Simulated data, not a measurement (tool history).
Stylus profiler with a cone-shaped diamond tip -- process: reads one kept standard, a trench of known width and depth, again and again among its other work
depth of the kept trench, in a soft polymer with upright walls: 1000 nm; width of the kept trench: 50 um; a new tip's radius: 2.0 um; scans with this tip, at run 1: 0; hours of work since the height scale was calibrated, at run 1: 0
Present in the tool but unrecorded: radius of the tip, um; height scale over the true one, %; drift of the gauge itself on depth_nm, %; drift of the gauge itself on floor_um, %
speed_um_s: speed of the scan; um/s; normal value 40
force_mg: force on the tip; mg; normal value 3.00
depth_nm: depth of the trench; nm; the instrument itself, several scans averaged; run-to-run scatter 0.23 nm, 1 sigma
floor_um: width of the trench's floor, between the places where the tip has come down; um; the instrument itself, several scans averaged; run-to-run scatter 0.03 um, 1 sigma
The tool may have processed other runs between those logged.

run,hour,speed_um_s,force_mg,scans with this tip,hours of work since the height scale was calibrated,depth_nm,floor_um
1,0.0,40,3.00,0,0,1018.98,46.43
2,63.7,40,1.25,359,40,1010.55,46.33
3,134.0,40,1.25,755,84,1010.67,46.41
4,220.1,40,1.25,1239,138,1010.37,46.35
5,284.2,40,1.25,1600,178,1010.42,46.43
6,331.5,23,1.25,1867,208,1010.03,46.45
7,420.6,40,3.00,2368,264,1018.73,46.43
8,517.8,40,3.00,2916,325,1019.15,46.47
9,568.5,40,3.00,3201,356,1018.64,46.43
10,640.0,40,3.00,3604,401,1018.90,46.43
11,746.8,40,3.00,4205,468,1018.81,46.40
12,806.8,40,3.00,4543,506,1019.00,46.46
13,913.3,40,1.77,5142,572,1013.20,46.42
14,996.1,40,6.94,5609,624,1032.46,46.45
15,1051.2,40,6.94,5919,659,1033.19,46.48
16,1118.8,40,6.94,6299,701,1033.21,46.49
17,1224.1,71,4.44,6892,767,1024.65,46.32
18,1285.8,71,4.44,7240,806,1024.63,46.41
19,1340.2,40,4.90,7546,840,1026.59,46.53
20,1388.5,31,1.18,7818,870,1010.78,46.40
21,1459.2,15,7.92,8216,915,1036.16,46.47
22,1523.5,15,2.94,8578,955,1019.12,46.49
23,1567.5,15,2.94,8826,982,1018.88,46.49
24,1618.4,17,7.18,9112,1014,1034.07,46.55
25,1717.4,154,2.07,9669,1076,1014.58,46.02
26,1787.8,31,1.08,10066,1120,1009.63,46.38
27,1886.0,43,7.63,10619,1182,1035.82,46.49
28,1966.7,43,7.63,11073,1233,1035.67,46.50
29,2063.4,56,3.88,11618,1293,1022.55,46.38

Alternative continuations, all from the tool just after run 29; predict every row:
A,2136.9,89,3.88,12031,1339,?,?
B,2136.9,33,1.63,12031,1339,?,?
C,2136.9,40,2.38,12031,1339,?,?
D,2136.9,126,6.37,12031,1339,?,?

run,depth_nm,floor_um
A,1022.29,46.34
B,1012.36,46.36
C,1016.38,46.40
D,1031.10,46.29
Had the tool no hidden state, the same runs would have come out as:
run,depth_nm,floor_um
A,1022.22,46.35
B,1012.29,46.37
C,1016.31,46.41
D,1031.03,46.30

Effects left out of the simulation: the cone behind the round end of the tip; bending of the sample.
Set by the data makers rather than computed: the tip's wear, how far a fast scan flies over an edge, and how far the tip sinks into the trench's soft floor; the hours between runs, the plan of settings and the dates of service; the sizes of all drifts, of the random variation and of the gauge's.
